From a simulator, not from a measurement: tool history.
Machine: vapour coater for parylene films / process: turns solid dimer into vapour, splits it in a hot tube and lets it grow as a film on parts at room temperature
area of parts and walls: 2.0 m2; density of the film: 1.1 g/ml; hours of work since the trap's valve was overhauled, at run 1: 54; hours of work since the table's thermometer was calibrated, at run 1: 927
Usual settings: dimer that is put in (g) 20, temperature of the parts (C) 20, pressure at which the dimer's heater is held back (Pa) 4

run,day,dimer that is put in (g),temperature of the parts (C),pressure at which the dimer's heater is held back (Pa),hours of work since the trap's valve was overhauled,hours of work since the table's thermometer was calibrated,thickness of the film (nm)
1,0,20,20,4,54,927,6950
2,1.371,20,20,4,76,949,6980
3,3.292,20,20,4,107,980,6910
4,5.583,33,20,4,144,1017,11410
5,8.288,33,20,4,187,1060,11440
6,10.617,33,20,4,224,1097,11250
7,12.929,20,16,4,261,1135,8030
8,14.883,20,16,4,293,1166,8030
9,17.496,20,16,4,334,1208,7910
10,19.4,20,16,4,365,1238,8020
11,21.208,20,20,4,394,1267,6670
12,22.917,20,12,4,421,1295,8190
13,24.712,20,12,4,450,1323,8150
# day 25.733: trap's valve overhauled
14,26.262,20,25,4.19,8,1345,5790
15,29.054,20,26,4.58,53,1390,5390
16,30.683,25,22,3.12,79,1416,8600
17,32.488,25,22,5.64,108,1445,7620
18,34.738,18,19,9.07,144,1481,5710
# day 34.938: table's thermometer calibrated
19,36.767,20,20,4,176,29,6580
20,39.133,33,18,5.76,214,67,11160
21,41.358,16,26,9.05,250,103,3510

5 options for the next run, each taken on its own from the tool as it stands now. Forecast them:
A,43.196,16,26,2.13,279,132,?
B,43.196,10,17,2.56,279,132,?
C,43.196,14,20,4,279,132,?
D,43.196,20,23,6.54,279,132,?
E,43.196,16,20,5.42,279,132,?

run,thickness of the film (nm)
A,4530
B,4050
C,4600
D,5280
E,4960
Without the tool's unlogged condition, the same runs would have read:
run,thickness of the film (nm)
A,4750
B,4240
C,4820
D,5530
E,5190

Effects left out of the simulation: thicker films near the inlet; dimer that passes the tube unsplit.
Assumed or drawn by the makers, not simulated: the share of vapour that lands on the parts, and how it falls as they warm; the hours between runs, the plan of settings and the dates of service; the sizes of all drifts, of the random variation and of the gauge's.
